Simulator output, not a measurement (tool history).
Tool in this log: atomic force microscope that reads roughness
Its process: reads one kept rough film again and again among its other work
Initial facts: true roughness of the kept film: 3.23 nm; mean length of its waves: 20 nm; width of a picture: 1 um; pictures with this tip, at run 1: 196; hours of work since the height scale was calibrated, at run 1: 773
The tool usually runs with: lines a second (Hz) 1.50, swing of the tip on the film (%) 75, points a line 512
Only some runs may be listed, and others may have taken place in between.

| run | hour | lines a second (Hz) | swing of the tip on the film (%) | points a line | pictures with this tip | hours of work since the height scale was calibrated | roughness of the kept film (nm (root mean square)) |
|---|---|---|---|---|---|---|---|
| 1 | 0.0 | 1.50 | 75 | 512 | 196 | 773 | 1.974 |
| 2 | 47.1 | 1.50 | 75 | 512 | 241 | 795 | 1.886 |
| 3 | 89.4 | 1.50 | 75 | 512 | 282 | 815 | 1.797 |
| 4 | 118.6 | 1.50 | 75 | 731 | 310 | 829 | 1.775 |
| 5 | 156.7 | 1.50 | 75 | 731 | 346 | 847 | 1.721 |
|  | 175.6 | new tip fitted |
| 6 | 186.6 | 1.50 | 75 | 731 | 11 | 861 | 2.505 |
| 7 | 219.0 | 1.50 | 75 | 731 | 42 | 876 | 2.403 |
| 8 | 275.9 | 1.50 | 75 | 663 | 96 | 903 | 2.272 |
|  | 279.8 | height scale calibrated on a step standard |
| 9 | 310.4 | 2.59 | 75 | 663 | 128 | 15 | 2.150 |
| 10 | 354.3 | 2.59 | 75 | 663 | 170 | 35 | 2.045 |
| 11 | 401.7 | 2.69 | 62 | 275 | 215 | 58 | 1.958 |
| 12 | 445.5 | 0.74 | 56 | 452 | 257 | 79 | 1.955 |
| 13 | 476.7 | 0.74 | 56 | 452 | 287 | 93 | 1.895 |
| 14 | 515.7 | 0.74 | 56 | 452 | 324 | 112 | 1.808 |
| 15 | 546.6 | 1.32 | 75 | 424 | 354 | 127 | 1.708 |

Pick out some run-to-run changes in roughness of the kept film (nm (root mean square)). Of each, how much would a tool without hidden state show as well, from the settings, what came in and chance, and how much is left for the hidden state and any gauge scatter not in both results compared?
Unlogged tool condition in this case: radius of the tip, nm; height scale over the true one, %; drift of the gauge itself on roughness_nm, %.
Run 5 -> 6: new tip fitted. roughness of the kept film (nm (root mean square)) +0.784: hidden state +0.789, all else -0.005.

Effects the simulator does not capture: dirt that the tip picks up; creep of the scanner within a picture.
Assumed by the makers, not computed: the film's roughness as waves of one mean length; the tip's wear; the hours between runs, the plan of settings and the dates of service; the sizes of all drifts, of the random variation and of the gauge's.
